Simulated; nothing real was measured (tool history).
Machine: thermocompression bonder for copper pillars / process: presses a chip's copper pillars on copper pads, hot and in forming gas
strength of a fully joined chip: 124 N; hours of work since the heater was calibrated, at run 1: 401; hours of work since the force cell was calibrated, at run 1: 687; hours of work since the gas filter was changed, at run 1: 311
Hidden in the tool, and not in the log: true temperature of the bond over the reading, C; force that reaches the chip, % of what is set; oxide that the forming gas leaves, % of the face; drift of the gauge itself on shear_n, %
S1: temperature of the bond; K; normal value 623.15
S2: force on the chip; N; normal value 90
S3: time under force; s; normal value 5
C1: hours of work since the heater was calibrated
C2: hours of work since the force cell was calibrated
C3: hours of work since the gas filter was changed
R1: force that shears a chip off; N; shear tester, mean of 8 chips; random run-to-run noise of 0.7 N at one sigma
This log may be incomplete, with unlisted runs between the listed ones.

run 1 hour=0 | S1=623.15 S2=90 S3=5 | C1=401 C2=687 C3=311 | R1=87.8
run 2 hour=49.6 | S1=623.15 S2=90 S3=5 | C1=427 C2=713 C3=337 | R1=88.5
-- hour=93.3 forming gas filter changed
run 3 hour=113.8 | S1=623.15 S2=90 S3=5 | C1=461 C2=747 C3=11 | R1=90.4
run 4 hour=204.1 | S1=623.15 S2=90 S3=5 | C1=508 C2=794 C3=58 | R1=90.2
run 5 hour=287.9 | S1=643.15 S2=90 S3=5 | C1=552 C2=838 C3=102 | R1=102.2
run 6 hour=358 | S1=623.15 S2=90 S3=9 | C1=589 C2=875 C3=139 | R1=100.7
run 7 hour=399.2 | S1=601.15 S2=90 S3=5 | C1=611 C2=896 C3=161 | R1=76.7
run 8 hour=463.4 | S1=612.15 S2=90 S3=5 | C1=644 C2=930 C3=194 | R1=83.2
run 9 hour=556.8 | S1=612.15 S2=90 S3=5 | C1=693 C2=979 C3=244 | R1=84
-- hour=563.2 heater calibrated with a thermocouple chip
run 10 hour=607.8 | S1=612.15 S2=90 S3=5 | C1=23 C2=1005 C3=269 | R1=74.1
run 11 hour=684.7 | S1=639.15 S2=90 S3=5 | C1=64 C2=1045 C3=310 | R1=92.4
run 12 hour=770.3 | S1=639.15 S2=90 S3=5 | C1=109 C2=1090 C3=355 | R1=93.4
-- hour=786.8 forming gas filter changed
-- hour=844.4 force cell calibrated
run 13 hour=846.7 | S1=639.15 S2=90 S3=5 | C1=148 C2=1 C3=31 | R1=94.4
run 14 hour=936.1 | S1=622.15 S2=78 S3=7 | C1=195 C2=48 C3=78 | R1=85.6
run 15 hour=1013.9 | S1=623.15 S2=127 S3=5 | C1=236 C2=89 C3=119 | R1=99.7
run 16 hour=1092.7 | S1=623.15 S2=127 S3=5 | C1=277 C2=130 C3=160 | R1=101.7
-- hour=1135.8 force cell calibrated, once more
run 17 hour=1174.8 | S1=623.15 S2=66 S3=5 | C1=320 C2=21 C3=202 | R1=71.3
run 18 hour=1255.4 | S1=612.15 S2=68 S3=5 | C1=362 C2=63 C3=245 | R1=67.7
run 19 hour=1315.3 | S1=623.15 S2=90 S3=5 | C1=393 C2=94 C3=276 | R1=87.6
run 20 hour=1375.6 | S1=629.15 S2=103 S3=6 | C1=425 C2=126 C3=308 | R1=100.6
run 21 hour=1430.3 | S1=627.15 S2=91 S3=5 | C1=454 C2=155 C3=337 | R1=91
-- hour=1476 forming gas filter changed
run 22 hour=1486.6 | S1=621.15 S2=90 S3=5 | C1=483 C2=184 C3=6 | R1=90.1

Consider 5 possible next runs. They are alternatives, not a sequence: every one starts from the tool as it was left by run 22. What does each give?
run A hour=1551.2 | S1=596.15 S2=90 S3=4 | C1=517 C2=218 C3=40 | R1=?
run B hour=1551.2 | S1=605.15 S2=90 S3=5 | C1=517 C2=218 C3=40 | R1=?
run C hour=1551.2 | S1=606.15 S2=97 S3=5 | C1=517 C2=218 C3=40 | R1=?
run D hour=1551.2 | S1=605.15 S2=115 S3=5 | C1=517 C2=218 C3=40 | R1=?
run E hour=1551.2 | S1=635.15 S2=90 S3=6 | C1=517 C2=218 C3=40 | R1=?

run=A R1=68.4
run=B R1=78.6
run=C R1=83.5
run=D R1=93.6
run=E R1=101
With no hidden state in the tool, these same runs would have given:
run=A R1=62.5
run=B R1=72.8
run=C R1=77.7
run=D R1=87.9
run=E R1=96.6
